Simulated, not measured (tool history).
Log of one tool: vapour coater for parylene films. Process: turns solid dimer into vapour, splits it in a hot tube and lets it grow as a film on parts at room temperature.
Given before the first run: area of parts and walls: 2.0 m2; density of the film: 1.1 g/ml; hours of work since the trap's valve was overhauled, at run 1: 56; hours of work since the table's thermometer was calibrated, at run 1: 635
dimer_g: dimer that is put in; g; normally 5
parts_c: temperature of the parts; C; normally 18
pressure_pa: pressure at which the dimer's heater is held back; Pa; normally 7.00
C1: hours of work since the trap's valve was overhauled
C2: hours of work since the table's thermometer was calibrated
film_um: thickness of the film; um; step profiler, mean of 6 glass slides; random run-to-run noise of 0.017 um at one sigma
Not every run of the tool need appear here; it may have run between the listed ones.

{"run": 1, "day": 0.0, "dimer_g": 5, "parts_c": 18, "pressure_pa": 7.0, "C1": 56, "C2": 635, "film_um": 1.62}
{"run": 2, "day": 1.4, "dimer_g": 5, "parts_c": 18, "pressure_pa": 7.0, "C1": 75, "C2": 654, "film_um": 1.58}
{"run": 3, "day": 2.146, "dimer_g": 5, "parts_c": 18, "pressure_pa": 7.0, "C1": 86, "C2": 664, "film_um": 1.59}
{"run": 4, "day": 3.012, "dimer_g": 5, "parts_c": 18, "pressure_pa": 7.0, "C1": 98, "C2": 677, "film_um": 1.58}
{"run": 5, "day": 4.717, "dimer_g": 5, "parts_c": 18, "pressure_pa": 9.44, "C1": 122, "C2": 700, "film_um": 1.48}
{"run": 6, "day": 5.825, "dimer_g": 5, "parts_c": 18, "pressure_pa": 7.0, "C1": 137, "C2": 716, "film_um": 1.51}
{"run": 7, "day": 7.625, "dimer_g": 5, "parts_c": 25, "pressure_pa": 7.0, "C1": 162, "C2": 741, "film_um": 1.08}
{"run": 8, "day": 8.592, "dimer_g": 5, "parts_c": 18, "pressure_pa": 7.0, "C1": 176, "C2": 754, "film_um": 1.45}
{"run": 9, "day": 9.829, "dimer_g": 5, "parts_c": 18, "pressure_pa": 7.0, "C1": 193, "C2": 772, "film_um": 1.43}
{"run": 10, "day": 10.862, "dimer_g": 5, "parts_c": 18, "pressure_pa": 7.0, "C1": 207, "C2": 786, "film_um": 1.41}
{"day": 11.396, "done": "trap's valve overhauled"}
{"run": 11, "day": 11.904, "dimer_g": 5, "parts_c": 18, "pressure_pa": 7.0, "C1": 7, "C2": 798, "film_um": 1.63}
{"run": 12, "day": 12.671, "dimer_g": 5, "parts_c": 18, "pressure_pa": 7.0, "C1": 18, "C2": 809, "film_um": 1.64}
{"run": 13, "day": 13.942, "dimer_g": 5, "parts_c": 18, "pressure_pa": 3.18, "C1": 36, "C2": 827, "film_um": 1.71}
{"day": 14.2, "done": "table's thermometer calibrated"}
{"run": 14, "day": 14.896, "dimer_g": 2, "parts_c": 23, "pressure_pa": 7.0, "C1": 48, "C2": 10, "film_um": 0.53}
{"run": 15, "day": 16.529, "dimer_g": 2, "parts_c": 23, "pressure_pa": 5.38, "C1": 71, "C2": 32, "film_um": 0.49}
{"run": 16, "day": 18.171, "dimer_g": 6, "parts_c": 17, "pressure_pa": 4.08, "C1": 94, "C2": 55, "film_um": 2.12}
{"run": 17, "day": 19.104, "dimer_g": 5, "parts_c": 29, "pressure_pa": 7.0, "C1": 107, "C2": 68, "film_um": 0.94}
{"run": 18, "day": 20.238, "dimer_g": 5, "parts_c": 29, "pressure_pa": 7.0, "C1": 123, "C2": 84, "film_um": 0.88}
{"run": 19, "day": 21.196, "dimer_g": 2, "parts_c": 29, "pressure_pa": 7.0, "C1": 136, "C2": 98, "film_um": 0.36}
{"run": 20, "day": 22.762, "dimer_g": 3, "parts_c": 25, "pressure_pa": 2.25, "C1": 158, "C2": 119, "film_um": 0.76}
{"run": 21, "day": 23.825, "dimer_g": 3, "parts_c": 22, "pressure_pa": 2.25, "C1": 173, "C2": 134, "film_um": 0.84}
{"run": 22, "day": 25.225, "dimer_g": 4, "parts_c": 11, "pressure_pa": 7.26, "C1": 192, "C2": 154, "film_um": 1.55}

Consider 3 possible next runs. They are alternatives, not a sequence: every one starts from the tool as it was left by run 22. What does each give?
{"day": 26.812, "done": "trap's valve overhauled"}
{"run": "A", "day": 27.167, "dimer_g": 4, "parts_c": 13, "pressure_pa": 7.26, "C1": 5, "C2": 179, "film_um": "?"}
{"day": 26.812, "done": "trap's valve overhauled"}
{"run": "B", "day": 27.167, "dimer_g": 4, "parts_c": 11, "pressure_pa": 7.02, "C1": 5, "C2": 179, "film_um": "?"}
{"day": 26.812, "done": "trap's valve overhauled"}
{"run": "C", "day": 27.167, "dimer_g": 5, "parts_c": 21, "pressure_pa": 7.0, "C1": 5, "C2": 179, "film_um": "?"}

run=A film_um=1.70
run=B film_um=1.76
run=C film_um=1.48
Take away the tool's hidden state, keep each run's random variation, and the runs would have read:
run=A film_um=1.73
run=B film_um=1.77
run=C film_um=1.50
